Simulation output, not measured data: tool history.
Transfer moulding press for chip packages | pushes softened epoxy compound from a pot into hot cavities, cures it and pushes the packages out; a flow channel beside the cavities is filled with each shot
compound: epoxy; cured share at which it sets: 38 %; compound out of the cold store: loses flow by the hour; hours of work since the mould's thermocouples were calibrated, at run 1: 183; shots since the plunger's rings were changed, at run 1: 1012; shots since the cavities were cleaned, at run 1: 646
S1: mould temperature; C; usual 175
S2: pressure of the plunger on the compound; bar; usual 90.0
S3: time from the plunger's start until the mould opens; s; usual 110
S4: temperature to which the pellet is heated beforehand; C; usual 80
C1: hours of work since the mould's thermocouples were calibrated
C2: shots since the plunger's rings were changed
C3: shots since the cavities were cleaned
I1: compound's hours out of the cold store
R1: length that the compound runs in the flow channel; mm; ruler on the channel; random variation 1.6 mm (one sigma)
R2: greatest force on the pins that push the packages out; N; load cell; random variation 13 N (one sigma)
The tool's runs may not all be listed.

| run | hour | S1 | S2 | S3 | S4 | C1 | C2 | C3 | I1 | R1 | R2 |
|---|---|---|---|---|---|---|---|---|---|---|---|
| 1 | 0.0 | 175 | 90.0 | 110 | 80 | 183 | 1012 | 646 | 42.9 | 632 | 1114 |
| 2 | 8.3 | 173 | 90.0 | 110 | 80 | 188 | 1104 | 738 | 45.9 | 632 | 1325 |
|  | 12.5 | cavities cleaned with cleaning compound and waxed |
| 3 | 17.8 | 175 | 90.0 | 110 | 81 | 193 | 1192 | 58 | 35.3 | 649 | 706 |
| 4 | 30.4 | 175 | 90.0 | 110 | 80 | 201 | 1331 | 197 | 41.1 | 633 | 801 |
| 5 | 40.3 | 175 | 90.0 | 110 | 80 | 207 | 1440 | 306 | 20.7 | 682 | 929 |
| 6 | 48.2 | 175 | 90.0 | 110 | 76 | 212 | 1527 | 393 | 19.6 | 685 | 978 |
| 7 | 60.1 | 175 | 77.6 | 110 | 80 | 219 | 1659 | 525 | 36.7 | 595 | 1079 |
| 8 | 71.4 | 175 | 77.6 | 110 | 80 | 226 | 1784 | 650 | 29.6 | 608 | 1123 |
|  | 84.0 | cavities cleaned with cleaning compound and waxed |
| 9 | 84.0 | 175 | 77.6 | 110 | 80 | 233 | 1906 | 0 | 26.1 | 615 | 647 |
| 10 | 95.2 | 175 | 77.6 | 110 | 80 | 240 | 2030 | 124 | 42.1 | 581 | 736 |
| 11 | 103.4 | 175 | 77.6 | 110 | 80 | 245 | 2121 | 215 | 9.2 | 653 | 881 |
| 12 | 117.5 | 175 | 77.6 | 110 | 80 | 253 | 2276 | 370 | 27.0 | 612 | 908 |
| 13 | 126.3 | 175 | 77.6 | 110 | 77 | 259 | 2373 | 467 | 11.8 | 646 | 1047 |
| 14 | 137.8 | 175 | 90.0 | 110 | 88 | 266 | 2500 | 594 | 43.8 | 623 | 1004 |
| 15 | 147.7 | 175 | 90.0 | 110 | 88 | 272 | 2610 | 704 | 39.0 | 631 | 1078 |
|  | 155.3 | cavities cleaned with cleaning compound and waxed |
| 16 | 155.3 | 173 | 95.6 | 110 | 77 | 276 | 2677 | 0 | 9.5 | 728 | 762 |
| 17 | 168.5 | 177 | 104.3 | 110 | 77 | 284 | 2822 | 145 | 24.5 | 705 | 705 |
| 18 | 181.9 | 175 | 78.7 | 110 | 81 | 292 | 2970 | 293 | 14.5 | 639 | 920 |
| 19 | 190.5 | 175 | 78.7 | 110 | 81 | 297 | 3065 | 388 | 30.3 | 606 | 958 |
| 20 | 204.2 | 175 | 78.7 | 110 | 81 | 306 | 3216 | 539 | 22.5 | 621 | 1037 |
| 21 | 215.2 | 169 | 84.2 | 113 | 71 | 312 | 3338 | 661 | 39.5 | 623 | 1686 |
| 22 | 222.4 | 169 | 84.2 | 113 | 71 | 317 | 3418 | 741 | 9.1 | 686 | 1923 |
|  | 226.4 | cavities cleaned with cleaning compound and waxed |
| 23 | 234.9 | 167 | 77.0 | 117 | 80 | 324 | 3539 | 93 | 11.0 | 662 | 1243 |
| 24 | 247.4 | 167 | 77.0 | 117 | 80 | 331 | 3677 | 231 | 22.9 | 635 | 1363 |
| 25 | 259.6 | 175 | 101.2 | 97 | 84 | 339 | 3812 | 366 | 16.5 | 714 | 1260 |
| 26 | 270.5 | 175 | 101.2 | 97 | 84 | 345 | 3933 | 487 | 36.3 | 663 | 1305 |
| 27 | 279.9 | 175 | 101.2 | 97 | 84 | 351 | 4036 | 590 | 14.8 | 713 | 1419 |
| 28 | 293.4 | 172 | 98.4 | 118 | 89 | 359 | 4186 | 740 | 27.4 | 680 | 1251 |
|  | 297.2 | cavities cleaned with cleaning compound and waxed |
| 29 | 302.3 | 173 | 98.4 | 113 | 82 | 364 | 4267 | 57 | 22.7 | 690 | 764 |
|  | 315.3 | plunger's sealing rings changed |
| 30 | 316.6 | 175 | 90.0 | 123 | 76 | 371 | 14 | 187 | 25.5 | 679 | 711 |

Forecast each of these 3 alternatives for the next run:
| A | 322.7 | 178 | 86.3 | 110 | 80 | 375 | 82 | 255 | 20.6 | ? | ? |
| B | 322.7 | 175 | 93.7 | 142 | 74 | 375 | 82 | 255 | 30.1 | ? | ? |
| C | 322.7 | 175 | 95.3 | 120 | 80 | 375 | 82 | 255 | 23.1 | ? | ? |

| run | R1 | R2 |
|---|---|---|
| A | 665 | 742 |
| B | 680 | 661 |
| C | 704 | 772 |
Without the tool's hidden state the same runs would have given:
| run | R1 | R2 |
|---|---|---|
| A | 667 | 542 |
| B | 683 | 480 |
| C | 706 | 565 |
